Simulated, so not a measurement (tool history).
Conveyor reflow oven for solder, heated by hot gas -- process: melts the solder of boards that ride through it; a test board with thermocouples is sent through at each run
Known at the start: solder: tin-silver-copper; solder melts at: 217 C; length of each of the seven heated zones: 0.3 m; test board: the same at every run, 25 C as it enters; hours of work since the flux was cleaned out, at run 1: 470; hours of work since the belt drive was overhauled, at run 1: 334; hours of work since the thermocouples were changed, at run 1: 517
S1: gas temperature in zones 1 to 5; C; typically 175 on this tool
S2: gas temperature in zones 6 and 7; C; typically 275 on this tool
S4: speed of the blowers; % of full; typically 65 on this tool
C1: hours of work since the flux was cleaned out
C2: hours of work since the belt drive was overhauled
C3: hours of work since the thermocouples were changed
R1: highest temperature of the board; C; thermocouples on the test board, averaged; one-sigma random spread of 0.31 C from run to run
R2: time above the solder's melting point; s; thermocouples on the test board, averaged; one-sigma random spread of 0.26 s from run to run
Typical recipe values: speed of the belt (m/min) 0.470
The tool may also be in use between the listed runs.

{"run": 1, "day": 0.0, "S1": 175, "S2": 275, "speed of the belt (m/min)": 0.47, "S4": 65, "C1": 470, "C2": 334, "C3": 517, "R1": 251.1, "R2": 55.0}
{"day": 0.504, "done": "flux residue cleaned out of gas plates and filters"}
{"run": 2, "day": 0.962, "S1": 175, "S2": 275, "speed of the belt (m/min)": 0.486, "S4": 65, "C1": 5, "C2": 342, "C3": 524, "R1": 255.8, "R2": 57.4}
{"run": 3, "day": 2.321, "S1": 175, "S2": 275, "speed of the belt (m/min)": 0.47, "S4": 89, "C1": 19, "C2": 356, "C3": 538, "R1": 261.5, "R2": 63.2}
{"run": 4, "day": 3.375, "S1": 175, "S2": 271, "speed of the belt (m/min)": 0.47, "S4": 89, "C1": 29, "C2": 367, "C3": 549, "R1": 257.5, "R2": 61.2}
{"run": 5, "day": 4.175, "S1": 175, "S2": 271, "speed of the belt (m/min)": 0.47, "S4": 89, "C1": 37, "C2": 375, "C3": 557, "R1": 257.1, "R2": 61.4}
{"run": 6, "day": 5.088, "S1": 175, "S2": 275, "speed of the belt (m/min)": 0.47, "S4": 65, "C1": 47, "C2": 384, "C3": 566, "R1": 256.8, "R2": 60.3}
{"run": 7, "day": 6.108, "S1": 175, "S2": 275, "speed of the belt (m/min)": 0.47, "S4": 53, "C1": 57, "C2": 395, "C3": 577, "R1": 254.4, "R2": 57.9}
{"run": 8, "day": 6.75, "S1": 175, "S2": 275, "speed of the belt (m/min)": 0.47, "S4": 53, "C1": 64, "C2": 401, "C3": 583, "R1": 254.6, "R2": 57.7}
{"run": 9, "day": 7.312, "S1": 175, "S2": 275, "speed of the belt (m/min)": 0.47, "S4": 87, "C1": 69, "C2": 407, "C3": 589, "R1": 260.3, "R2": 62.5}
{"run": 10, "day": 8.333, "S1": 175, "S2": 275, "speed of the belt (m/min)": 0.47, "S4": 87, "C1": 80, "C2": 417, "C3": 599, "R1": 260.8, "R2": 63.0}
{"run": 11, "day": 9.433, "S1": 175, "S2": 275, "speed of the belt (m/min)": 0.47, "S4": 87, "C1": 91, "C2": 428, "C3": 611, "R1": 260.4, "R2": 62.8}
{"run": 12, "day": 10.4, "S1": 175, "S2": 275, "speed of the belt (m/min)": 0.47, "S4": 71, "C1": 101, "C2": 438, "C3": 621, "R1": 257.3, "R2": 60.9}
{"run": 13, "day": 11.175, "S1": 164, "S2": 275, "speed of the belt (m/min)": 0.47, "S4": 65, "C1": 109, "C2": 446, "C3": 628, "R1": 254.2, "R2": 54.6}
{"run": 14, "day": 12.108, "S1": 164, "S2": 275, "speed of the belt (m/min)": 0.47, "S4": 65, "C1": 118, "C2": 456, "C3": 638, "R1": 253.7, "R2": 54.7}
{"run": 15, "day": 13.188, "S1": 164, "S2": 275, "speed of the belt (m/min)": 0.47, "S4": 65, "C1": 129, "C2": 467, "C3": 649, "R1": 254.4, "R2": 54.2}

What will run 16 give?
{"run": 16, "day": 13.933, "S1": 170, "S2": 264, "speed of the belt (m/min)": 0.49, "S4": 78, "C1": 137, "C2": 474, "C3": 657, "R1": "?", "R2": "?"}

R1: 246.6 C
R2: 48.7 s
Were there no unlogged condition in the tool, this run, its random variation unchanged, would have produced R1 245.7 C, R2 48.1 s.

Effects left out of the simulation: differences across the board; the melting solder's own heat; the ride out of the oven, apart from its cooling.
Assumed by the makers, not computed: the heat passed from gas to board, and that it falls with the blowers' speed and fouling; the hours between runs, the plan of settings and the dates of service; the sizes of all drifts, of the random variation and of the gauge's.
